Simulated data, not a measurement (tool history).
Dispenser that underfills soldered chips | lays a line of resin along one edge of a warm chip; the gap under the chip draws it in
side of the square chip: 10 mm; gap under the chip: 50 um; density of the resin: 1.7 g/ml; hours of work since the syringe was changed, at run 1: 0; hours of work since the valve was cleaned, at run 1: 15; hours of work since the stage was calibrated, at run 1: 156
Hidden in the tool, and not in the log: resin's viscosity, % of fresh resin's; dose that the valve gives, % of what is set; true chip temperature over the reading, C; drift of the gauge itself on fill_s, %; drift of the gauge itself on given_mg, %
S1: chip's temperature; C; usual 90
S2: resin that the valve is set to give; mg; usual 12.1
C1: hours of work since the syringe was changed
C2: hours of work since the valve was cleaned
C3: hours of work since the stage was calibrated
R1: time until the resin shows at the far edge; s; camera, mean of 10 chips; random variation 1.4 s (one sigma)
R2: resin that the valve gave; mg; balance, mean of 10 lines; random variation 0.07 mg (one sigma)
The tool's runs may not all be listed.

run 1 hour=0.0 | S1=90 S2=12.1 | C1=0 C2=15 C3=156 | R1=144.8 R2=12.08
run 2 hour=7.7 | S1=90 S2=12.1 | C1=6 C2=21 C3=162 | R1=236.3 R2=11.98
-- hour=11.8 new syringe of resin
run 3 hour=15.4 | S1=90 S2=12.1 | C1=3 C2=27 C3=167 | R1=178.4 R2=11.86
run 4 hour=20.6 | S1=90 S2=12.1 | C1=7 C2=31 C3=171 | R1=250.0 R2=11.81
-- hour=23.8 new syringe of resin
run 5 hour=27.9 | S1=90 S2=12.1 | C1=3 C2=36 C3=176 | R1=185.7 R2=11.82
run 6 hour=32.4 | S1=90 S2=12.1 | C1=6 C2=39 C3=180 | R1=241.1 R2=11.69
-- hour=36.0 new syringe of resin
run 7 hour=40.5 | S1=90 S2=12.1 | C1=3 C2=45 C3=186 | R1=192.8 R2=11.77
-- hour=48.3 new syringe of resin
run 8 hour=48.3 | S1=90 S2=12.1 | C1=0 C2=51 C3=191 | R1=141.9 R2=11.73
run 9 hour=55.2 | S1=90 S2=12.1 | C1=5 C2=56 C3=196 | R1=221.9 R2=11.52
-- hour=60.3 new syringe of resin
run 10 hour=62.7 | S1=90 S2=12.1 | C1=2 C2=61 C3=202 | R1=169.2 R2=11.63
run 11 hour=69.9 | S1=90 S2=12.1 | C1=7 C2=66 C3=207 | R1=267.3 R2=11.57
-- hour=72.9 new syringe of resin
run 12 hour=78.1 | S1=90 S2=12.1 | C1=4 C2=72 C3=213 | R1=200.4 R2=11.48
run 13 hour=83.8 | S1=90 S2=12.1 | C1=8 C2=77 C3=217 | R1=289.1 R2=11.42
-- hour=84.7 new syringe of resin
run 14 hour=91.2 | S1=90 S2=12.1 | C1=5 C2=82 C3=223 | R1=219.7 R2=11.45
-- hour=97.1 new syringe of resin
run 15 hour=97.5 | S1=90 S2=12.1 | C1=0 C2=86 C3=227 | R1=149.1 R2=11.40
run 16 hour=104.5 | S1=90 S2=13.2 | C1=5 C2=92 C3=232 | R1=234.0 R2=12.38
-- hour=109.3 new syringe of resin
run 17 hour=112.9 | S1=90 S2=12.0 | C1=3 C2=98 C3=238 | R1=184.0 R2=11.19
-- hour=121.9 new syringe of resin
run 18 hour=123.8 | S1=77 S2=13.2 | C1=1 C2=106 C3=246 | R1=278.9 R2=12.32
-- hour=133.6 new syringe of resin
run 19 hour=134.8 | S1=77 S2=13.2 | C1=1 C2=113 C3=254 | R1=255.8 R2=12.13
-- hour=136.7 dispensing valve cleaned and set on the balance
run 20 hour=144.2 | S1=76 S2=13.9 | C1=7 C2=6 C3=260 | R1=457.1 R2=13.86
-- hour=146.9 new syringe of resin
run 21 hour=153.7 | S1=91 S2=13.7 | C1=5 C2=12 C3=267 | R1=209.1 R2=13.54
-- hour=159.0 new syringe of resin
run 22 hour=159.6 | S1=91 S2=13.7 | C1=0 C2=17 C3=272 | R1=144.1 R2=13.56
run 23 hour=164.7 | S1=91 S2=13.7 | C1=4 C2=20 C3=275 | R1=201.1 R2=13.67
-- hour=171.0 new syringe of resin
run 24 hour=171.8 | S1=91 S2=13.7 | C1=1 C2=25 C3=280 | R1=145.1 R2=13.45
run 25 hour=176.4 | S1=75 S2=13.8 | C1=4 C2=29 C3=284 | R1=364.3 R2=13.51
run 26 hour=181.2 | S1=89 S2=11.0 | C1=8 C2=33 C3=287 | R1=298.2 R2=10.84
-- hour=183.7 new syringe of resin
run 27 hour=190.4 | S1=104 S2=11.8 | C1=5 C2=39 C3=294 | R1=135.6 R2=11.46
-- hour=196.1 new syringe of resin
run 28 hour=199.3 | S1=88 S2=10.3 | C1=2 C2=46 C3=300 | R1=204.2 R2=9.91
-- hour=208.3 new syringe of resin
run 29 hour=208.9 | S1=103 S2=11.3 | C1=0 C2=53 C3=307 | R1=98.2 R2=10.84
run 30 hour=218.4 | S1=84 S2=13.4 | C1=8 C2=60 C3=314 | R1=351.8 R2=12.75
-- hour=220.1 new syringe of resin
run 31 hour=228.8 | S1=84 S2=13.4 | C1=6 C2=67 C3=322 | R1=313.7 R2=12.81
-- hour=231.9 new syringe of resin
run 32 hour=239.0 | S1=84 S2=13.4 | C1=5 C2=75 C3=329 | R1=289.1 R2=12.69
-- hour=244.4 new syringe of resin
run 33 hour=245.2 | S1=84 S2=13.4 | C1=1 C2=79 C3=334 | R1=194.0 R2=12.53
run 34 hour=249.6 | S1=78 S2=15.7 | C1=4 C2=82 C3=337 | R1=316.1 R2=14.75

3 ways to go on from here, each from the tool as it stands after run 34. What would each give?
run A hour=255.7 | S1=90 S2=12.8 | C1=8 C2=87 C3=342 | R1=? R2=?
run B hour=255.7 | S1=104 S2=14.0 | C1=8 C2=87 C3=342 | R1=? R2=?
run C hour=255.7 | S1=96 S2=11.1 | C1=8 C2=87 C3=342 | R1=? R2=?

run=A R1=303.3 R2=12.01
run=B R1=181.5 R2=13.23
run=C R1=249.5 R2=10.47
Without the tool's hidden state the same runs would have given:
run=A R1=135.4 R2=12.82
run=B R1=81.5 R2=14.12
run=C R1=110.2 R2=11.17
